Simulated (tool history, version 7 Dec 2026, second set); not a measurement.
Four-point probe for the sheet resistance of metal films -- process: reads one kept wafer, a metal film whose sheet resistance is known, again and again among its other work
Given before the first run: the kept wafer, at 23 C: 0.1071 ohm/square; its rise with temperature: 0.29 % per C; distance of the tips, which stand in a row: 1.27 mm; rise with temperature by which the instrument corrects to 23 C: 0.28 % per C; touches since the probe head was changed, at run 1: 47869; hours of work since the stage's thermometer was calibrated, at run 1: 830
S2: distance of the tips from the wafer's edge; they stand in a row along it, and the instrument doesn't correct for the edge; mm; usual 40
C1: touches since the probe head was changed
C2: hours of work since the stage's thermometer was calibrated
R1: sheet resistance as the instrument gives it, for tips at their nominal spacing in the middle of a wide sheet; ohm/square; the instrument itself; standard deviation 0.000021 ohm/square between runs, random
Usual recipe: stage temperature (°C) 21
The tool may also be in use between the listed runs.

run 1 hour=0.0 | stage_temperature_(°C)=21 S2=40 | C1=47869 C2=830 | R1=0.105706
run 2 hour=17.8 | stage_temperature_(°C)=21 S2=40 | C1=48551 C2=842 | R1=0.105688
run 3 hour=36.0 | stage_temperature_(°C)=21 S2=40 | C1=49251 C2=854 | R1=0.105660
run 4 hour=60.4 | stage_temperature_(°C)=21 S2=40 | C1=50186 C2=870 | R1=0.105636
run 5 hour=85.1 | stage_temperature_(°C)=29 S2=40 | C1=51135 C2=887 | R1=0.105740
run 6 hour=116.7 | stage_temperature_(°C)=29 S2=40 | C1=52344 C2=908 | R1=0.105689
run 7 hour=143.4 | stage_temperature_(°C)=29 S2=40 | C1=53371 C2=926 | R1=0.105713
run 8 hour=168.2 | stage_temperature_(°C)=21 S2=4 | C1=54321 C2=942 | R1=0.110974
run 9 hour=195.9 | stage_temperature_(°C)=21 S2=4 | C1=55382 C2=961 | R1=0.110949
run 10 hour=232.6 | stage_temperature_(°C)=21 S2=40 | C1=56792 C2=985 | R1=0.105537
run 11 hour=268.7 | stage_temperature_(°C)=21 S2=40 | C1=58174 C2=1009 | R1=0.105500
run 12 hour=285.5 | stage_temperature_(°C)=21 S2=40 | C1=58820 C2=1020 | R1=0.105498
run 13 hour=305.3 | stage_temperature_(°C)=21 S2=40 | C1=59580 C2=1033 | R1=0.105501
run 14 hour=331.0 | stage_temperature_(°C)=21 S2=40 | C1=60564 C2=1050 | R1=0.105419
run 15 hour=362.2 | stage_temperature_(°C)=21 S2=40 | C1=61763 C2=1071 | R1=0.105446
run 16 hour=379.2 | stage_temperature_(°C)=21 S2=40 | C1=62412 C2=1083 | R1=0.105424
run 17 hour=415.3 | stage_temperature_(°C)=21 S2=74 | C1=63797 C2=1107 | R1=0.105367
run 18 hour=432.7 | stage_temperature_(°C)=21 S2=40 | C1=64467 C2=1118 | R1=0.105377
run 19 hour=467.6 | stage_temperature_(°C)=21 S2=15 | C1=65805 C2=1141 | R1=0.105692
run 20 hour=488.3 | stage_temperature_(°C)=33 S2=15 | C1=66599 C2=1155 | R1=0.105846
run 21 hour=524.5 | stage_temperature_(°C)=34 S2=5 | C1=67987 C2=1179 | R1=0.108930
run 22 hour=555.8 | stage_temperature_(°C)=21 S2=9 | C1=69187 C2=1200 | R1=0.106385
run 23 hour=586.2 | stage_temperature_(°C)=29 S2=32 | C1=70352 C2=1220 | R1=0.105429
run 24 hour=614.0 | stage_temperature_(°C)=29 S2=32 | C1=71419 C2=1239 | R1=0.105373
run 25 hour=648.5 | stage_temperature_(°C)=29 S2=32 | C1=72743 C2=1262 | R1=0.105402
run 26 hour=679.8 | stage_temperature_(°C)=29 S2=32 | C1=73944 C2=1283 | R1=0.105353
run 27 hour=697.5 | stage_temperature_(°C)=20 S2=24 | C1=74623 C2=1294 | R1=0.105253
run 28 hour=718.6 | stage_temperature_(°C)=28 S2=69 | C1=75432 C2=1308 | R1=0.105223
run 29 hour=744.2 | stage_temperature_(°C)=28 S2=69 | C1=76414 C2=1325 | R1=0.105214
run 30 hour=761.7 | stage_temperature_(°C)=21 S2=7 | C1=77086 C2=1337 | R1=0.106960
run 31 hour=786.6 | stage_temperature_(°C)=21 S2=7 | C1=78041 C2=1354 | R1=0.106947
run 32 hour=802.2 | stage_temperature_(°C)=24 S2=6 | C1=78637 C2=1364 | R1=0.107557
run 33 hour=820.1 | stage_temperature_(°C)=19 S2=9 | C1=79326 C2=1376 | R1=0.106176
run 34 hour=856.0 | stage_temperature_(°C)=27 S2=9 | C1=80704 C2=1400 | R1=0.106242
run 35 hour=879.2 | stage_temperature_(°C)=28 S2=9 | C1=81594 C2=1415 | R1=0.106211
run 36 hour=912.5 | stage_temperature_(°C)=28 S2=29 | C1=82871 C2=1437 | R1=0.105214
run 37 hour=948.2 | stage_temperature_(°C)=26 S2=43 | C1=84239 C2=1461 | R1=0.105093
-- hour=951.3 stage's thermometer calibrated
-- hour=959.5 new probe head fitted
run 38 hour=983.7 | stage_temperature_(°C)=19 S2=40 | C1=931 C2=21 | R1=0.107092

Branching from run 38: 4 alternative next runs. What would each branch give?
run A hour=1014.7 | stage_temperature_(°C)=20 S2=4 | C1=2121 C2=42 | R1=?
run B hour=1014.7 | stage_temperature_(°C)=21 S2=16 | C1=2121 C2=42 | R1=?
run C hour=1014.7 | stage_temperature_(°C)=32 S2=53 | C1=2121 C2=42 | R1=?
run D hour=1014.7 | stage_temperature_(°C)=21 S2=30 | C1=2121 C2=42 | R1=?

run=A R1=0.112502
run=B R1=0.107340
run=C R1=0.107165
run=D R1=0.107130
With no hidden state in the tool, these same runs would have given:
run=A R1=0.112557
run=B R1=0.107392
run=C R1=0.107217
run=D R1=0.107182
